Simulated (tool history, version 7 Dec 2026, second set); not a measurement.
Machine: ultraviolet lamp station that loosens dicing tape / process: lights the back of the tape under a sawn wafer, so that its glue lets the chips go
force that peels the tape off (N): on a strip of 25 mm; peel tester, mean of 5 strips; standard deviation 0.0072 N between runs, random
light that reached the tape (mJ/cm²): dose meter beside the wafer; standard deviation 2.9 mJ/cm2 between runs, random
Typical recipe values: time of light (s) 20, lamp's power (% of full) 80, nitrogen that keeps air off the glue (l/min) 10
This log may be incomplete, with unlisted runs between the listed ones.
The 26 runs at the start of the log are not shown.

| run | hour | time of light (s) | lamp's power (% of full) | nitrogen that keeps air off the glue (l/min) | force that peels the tape off (N) | light that reached the tape (mJ/cm²) |
|---|---|---|---|---|---|---|
| 27 | 966.0 | 17 | 62 | 10 | 0.411 | 241 |
| 28 | 1001.7 | 17 | 62 | 10 | 0.436 | 238 |
| 29 | 1051.9 | 17 | 71 | 4 | 0.512 | 266 |
| 30 | 1074.8 | 32 | 83 | 20 | 0.238 | 582 |
| 31 | 1112.3 | 32 | 83 | 20 | 0.236 | 573 |
| 32 | 1135.7 | 14 | 71 | 16 | 0.436 | 213 |
| 33 | 1172.1 | 22 | 88 | 10 | 0.269 | 404 |
| 34 | 1204.4 | 20 | 80 | 10 | 0.298 | 333 |
| 35 | 1235.6 | 29 | 63 | 10 | 0.276 | 379 |
| 36 | 1285.3 | 35 | 80 | 6 | 0.254 | 565 |
| 37 | 1335.8 | 35 | 80 | 6 | 0.242 | 556 |
| 38 | 1365.5 | 35 | 80 | 6 | 0.243 | 555 |
| 39 | 1397.0 | 35 | 80 | 6 | 0.231 | 547 |
| 40 | 1422.1 | 35 | 92 | 11 | 0.234 | 619 |
| 41 | 1449.2 | 21 | 92 | 6 | 0.312 | 366 |
|  | 1473.1 | window cleaned of glue's vapour |
| 42 | 1473.4 | 37 | 65 | 4 | 0.257 | 514 |
| 43 | 1510.8 | 12 | 63 | 15 | 0.595 | 158 |

Below are 4 alternative next runs, each starting from the tool's condition after run 43. Predict each:
| A | 1540.0 | 15 | 94 | 15 | ? | ? |
| B | 1540.0 | 19 | 63 | 15 | ? | ? |
| C | 1540.0 | 12 | 63 | 15 | ? | ? |
| D | 1540.0 | 14 | 80 | 10 | ? | ? |

| run | force that peels the tape off (N) | light that reached the tape (mJ/cm²) |
|---|---|---|
| A | 0.305 | 292 |
| B | 0.365 | 248 |
| C | 0.628 | 158 |
| D | 0.409 | 232 |
With no hidden state in the tool, these same runs would have given:
| run | force that peels the tape off (N) | light that reached the tape (mJ/cm²) |
|---|---|---|
| A | 0.261 | 368 |
| B | 0.296 | 313 |
| C | 0.472 | 199 |
| D | 0.315 | 293 |

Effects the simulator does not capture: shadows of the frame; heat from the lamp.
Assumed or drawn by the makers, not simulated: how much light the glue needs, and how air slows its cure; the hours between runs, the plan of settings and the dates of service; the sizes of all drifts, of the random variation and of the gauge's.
